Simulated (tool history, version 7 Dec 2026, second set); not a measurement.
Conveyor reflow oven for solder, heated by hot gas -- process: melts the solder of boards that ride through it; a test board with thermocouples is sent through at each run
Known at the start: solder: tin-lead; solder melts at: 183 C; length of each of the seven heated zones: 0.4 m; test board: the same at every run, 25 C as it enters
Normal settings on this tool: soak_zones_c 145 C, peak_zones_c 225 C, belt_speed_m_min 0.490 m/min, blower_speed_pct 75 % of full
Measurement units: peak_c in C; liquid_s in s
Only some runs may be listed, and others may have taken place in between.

run	hour	soak_zones_c	peak_zones_c	belt_speed_m_min	blower_speed_pct	peak_c	liquid_s
1	0.0	145	225	0.490	75	211.6	72.3
2	21.6	145	225	0.542	75	208.8	61.1
3	35.1	145	225	0.542	75	209.0	61.2
4	60.2	145	225	0.542	75	208.5	61.0
5	76.1	145	217	0.490	75	204.3	63.2
6	99.9	145	217	0.490	75	204.2	63.0
7	127.2	158	225	0.490	75	213.4	81.7
8	139.8	158	225	0.490	75	213.3	82.4
9	151.2	145	225	0.490	69	210.2	70.6
10	165.2	145	225	0.490	75	211.4	71.3
11	184.6	145	225	0.490	75	210.8	71.1
12	208.5	145	225	0.490	75	211.0	71.4
13	232.9	145	214	0.490	75	201.4	58.7
# hour 255.8: flux residue cleaned out of gas plates and filters
14	265.4	145	214	0.490	75	202.2	60.6
15	292.6	153	214	0.490	76	203.5	67.5
16	304.5	153	214	0.490	76	203.5	67.8
17	327.4	153	214	0.490	76	203.6	67.8
18	338.5	153	214	0.490	76	203.4	67.5
19	361.8	153	225	0.490	75	212.9	78.6
20	388.4	159	225	0.394	75	217.4	109.3
21	414.5	132	225	0.436	54	208.9	70.4
22	439.3	132	225	0.436	54	208.7	70.5
23	454.8	131	225	0.455	75	211.1	71.3
24	480.8	131	225	0.455	75	211.1	71.6
25	493.3	131	225	0.557	56	200.7	41.0
26	517.4	131	225	0.490	75	208.7	62.6

Predict each of these 5 candidate next runs independently; none follows another, all start after run 26:
A	540.2	156	234	0.490	56	?	?
B	540.2	131	224	0.490	75	?	?
C	540.2	145	225	0.490	84	?	?
D	540.2	153	225	0.475	86	?	?
E	540.2	145	225	0.490	75	?	?

run	peak_c	liquid_s
A	217.9	84.1
B	208.0	61.3
C	212.2	73.7
D	214.0	83.2
E	210.9	71.7
With the hidden condition removed and each run's random variation left untouched, the same runs would have given:
run	peak_c	liquid_s
A	219.8	85.1
B	210.1	63.7
C	214.3	75.4
D	216.1	84.4
E	213.0	73.5
